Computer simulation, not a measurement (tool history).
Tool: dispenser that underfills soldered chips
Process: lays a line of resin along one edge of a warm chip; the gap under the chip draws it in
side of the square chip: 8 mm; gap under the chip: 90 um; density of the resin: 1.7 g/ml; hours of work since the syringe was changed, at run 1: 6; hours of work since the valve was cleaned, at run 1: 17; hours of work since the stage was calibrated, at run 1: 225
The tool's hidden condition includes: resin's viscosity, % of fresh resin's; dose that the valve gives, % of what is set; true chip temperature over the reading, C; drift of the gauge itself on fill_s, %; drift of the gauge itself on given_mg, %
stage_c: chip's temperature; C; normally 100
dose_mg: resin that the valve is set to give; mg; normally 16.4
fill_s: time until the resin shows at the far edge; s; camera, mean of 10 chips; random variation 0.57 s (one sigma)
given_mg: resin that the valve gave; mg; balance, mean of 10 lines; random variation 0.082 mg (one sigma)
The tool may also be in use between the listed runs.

| run | day | stage_c | dose_mg | hours of work since the syringe was changed | hours of work since the valve was cleaned | hours of work since the stage was calibrated | fill_s | given_mg |
|---|---|---|---|---|---|---|---|---|
| 1 | 0.000 | 100 | 16.4 | 6 | 17 | 225 | 57.3 | 16.15 |
|  | 0.279 | new syringe of resin |
| 2 | 0.375 | 100 | 16.4 | 2 | 23 | 232 | 50.1 | 16.10 |
| 3 | 0.558 | 86 | 16.4 | 5 | 27 | 235 | 79.7 | 16.01 |
|  | 0.875 | new syringe of resin |
| 4 | 0.933 | 86 | 16.4 | 1 | 34 | 242 | 71.6 | 16.04 |
| 5 | 1.146 | 100 | 17.4 | 5 | 37 | 246 | 54.6 | 16.98 |
| 6 | 1.346 | 100 | 17.4 | 9 | 41 | 250 | 62.0 | 16.83 |
|  | 1.450 | new syringe of resin |
| 7 | 1.558 | 100 | 17.4 | 2 | 45 | 254 | 50.3 | 16.89 |
| 8 | 1.988 | 87 | 16.4 | 10 | 53 | 262 | 92.2 | 15.88 |

Predict the results of run 9:
|  | 2.029 | new syringe of resin |
| 9 | 2.196 | 87 | 16.9 | 3 | 57 | 265 | ? | ? |

{"run 9": {"fill_s": 73.1, "given_mg": 16.23}}
Take away the tool's hidden state, keep the run-to-run variation as it was, and the same run would have given fill_s 68.3 s, given_mg 16.87 mg.

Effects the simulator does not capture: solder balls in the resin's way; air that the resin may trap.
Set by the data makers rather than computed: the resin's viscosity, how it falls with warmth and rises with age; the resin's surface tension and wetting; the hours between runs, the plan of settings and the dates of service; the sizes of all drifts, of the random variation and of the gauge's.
